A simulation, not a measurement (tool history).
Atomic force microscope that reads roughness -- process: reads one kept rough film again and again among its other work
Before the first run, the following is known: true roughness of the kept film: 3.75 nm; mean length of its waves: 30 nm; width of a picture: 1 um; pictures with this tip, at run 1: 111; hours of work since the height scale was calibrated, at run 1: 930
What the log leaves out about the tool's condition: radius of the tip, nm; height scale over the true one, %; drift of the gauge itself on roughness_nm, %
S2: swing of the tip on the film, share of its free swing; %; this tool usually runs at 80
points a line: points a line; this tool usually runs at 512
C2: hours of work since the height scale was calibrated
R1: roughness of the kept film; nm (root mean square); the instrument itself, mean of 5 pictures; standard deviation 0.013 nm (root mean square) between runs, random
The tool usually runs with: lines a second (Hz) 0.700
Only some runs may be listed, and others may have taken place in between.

run 1 day=0.000 | lines_a_second_(Hz)=0.700 S2=80 points_a_line=512 | pictures_with_this_tip=111 C2=930 | R1=2.736
run 2 day=1.700 | lines_a_second_(Hz)=0.836 S2=80 points_a_line=512 | pictures_with_this_tip=164 C2=948 | R1=2.579
run 3 day=4.200 | lines_a_second_(Hz)=0.836 S2=80 points_a_line=512 | pictures_with_this_tip=242 C2=975 | R1=2.419
run 4 day=5.575 | lines_a_second_(Hz)=0.836 S2=80 points_a_line=512 | pictures_with_this_tip=286 C2=990 | R1=2.331
run 5 day=6.850 | lines_a_second_(Hz)=0.836 S2=56 points_a_line=512 | pictures_with_this_tip=326 C2=1004 | R1=2.341
-- day=7.571 new tip fitted
run 6 day=9.642 | lines_a_second_(Hz)=0.700 S2=59 points_a_line=512 | pictures_with_this_tip=64 C2=1033 | R1=2.920
run 7 day=11.892 | lines_a_second_(Hz)=0.700 S2=80 points_a_line=512 | pictures_with_this_tip=135 C2=1058 | R1=2.680
run 8 day=13.167 | lines_a_second_(Hz)=0.700 S2=80 points_a_line=512 | pictures_with_this_tip=175 C2=1071 | R1=2.590
run 9 day=15.671 | lines_a_second_(Hz)=0.700 S2=80 points_a_line=512 | pictures_with_this_tip=253 C2=1098 | R1=2.430
run 10 day=18.379 | lines_a_second_(Hz)=0.700 S2=69 points_a_line=512 | pictures_with_this_tip=338 C2=1127 | R1=2.299
-- day=18.746 new tip fitted
run 11 day=19.771 | lines_a_second_(Hz)=0.700 S2=69 points_a_line=512 | pictures_with_this_tip=32 C2=1142 | R1=3.013
run 12 day=21.529 | lines_a_second_(Hz)=0.700 S2=69 points_a_line=512 | pictures_with_this_tip=88 C2=1161 | R1=2.819
run 13 day=22.933 | lines_a_second_(Hz)=0.700 S2=69 points_a_line=512 | pictures_with_this_tip=132 C2=1176 | R1=2.709
run 14 day=24.646 | lines_a_second_(Hz)=0.700 S2=69 points_a_line=512 | pictures_with_this_tip=185 C2=1194 | R1=2.605
run 15 day=27.250 | lines_a_second_(Hz)=0.700 S2=69 points_a_line=512 | pictures_with_this_tip=267 C2=1222 | R1=2.410
run 16 day=29.454 | lines_a_second_(Hz)=0.700 S2=69 points_a_line=512 | pictures_with_this_tip=336 C2=1245 | R1=2.271
-- day=29.858 new tip fitted
run 17 day=30.954 | lines_a_second_(Hz)=0.700 S2=69 points_a_line=512 | pictures_with_this_tip=34 C2=1261 | R1=2.976
run 18 day=32.667 | lines_a_second_(Hz)=1.466 S2=62 points_a_line=267 | pictures_with_this_tip=88 C2=1280 | R1=2.794
run 19 day=34.279 | lines_a_second_(Hz)=1.692 S2=60 points_a_line=262 | pictures_with_this_tip=139 C2=1297 | R1=2.661
run 20 day=37.212 | lines_a_second_(Hz)=3.511 S2=80 points_a_line=619 | pictures_with_this_tip=231 C2=1328 | R1=2.078
run 21 day=39.583 | lines_a_second_(Hz)=1.672 S2=80 points_a_line=405 | pictures_with_this_tip=305 C2=1354 | R1=2.157
-- day=41.017 new tip fitted
run 22 day=42.154 | lines_a_second_(Hz)=1.263 S2=70 points_a_line=759 | pictures_with_this_tip=36 C2=1381 | R1=2.879
run 23 day=44.671 | lines_a_second_(Hz)=1.263 S2=70 points_a_line=759 | pictures_with_this_tip=115 C2=1408 | R1=2.663
run 24 day=46.150 | lines_a_second_(Hz)=0.911 S2=64 points_a_line=267 | pictures_with_this_tip=161 C2=1424 | R1=2.576
run 25 day=47.775 | lines_a_second_(Hz)=0.911 S2=64 points_a_line=267 | pictures_with_this_tip=212 C2=1441 | R1=2.473
run 26 day=49.562 | lines_a_second_(Hz)=0.700 S2=80 points_a_line=412 | pictures_with_this_tip=268 C2=1461 | R1=2.322
run 27 day=51.688 | lines_a_second_(Hz)=0.828 S2=58 points_a_line=376 | pictures_with_this_tip=335 C2=1483 | R1=2.277
-- day=52.154 new tip fitted
run 28 day=53.033 | lines_a_second_(Hz)=0.828 S2=71 points_a_line=786 | pictures_with_this_tip=27 C2=1498 | R1=2.956

What does the tool deliver on the next run?
run 29 day=55.525 | lines_a_second_(Hz)=1.255 S2=71 points_a_line=305 | pictures_with_this_tip=106 C2=1524 | R1=?

Run 29 gave R1 2.665 nm (root mean square).
With no hidden state in the tool, this same run would have given R1 3.018 nm (root mean square).
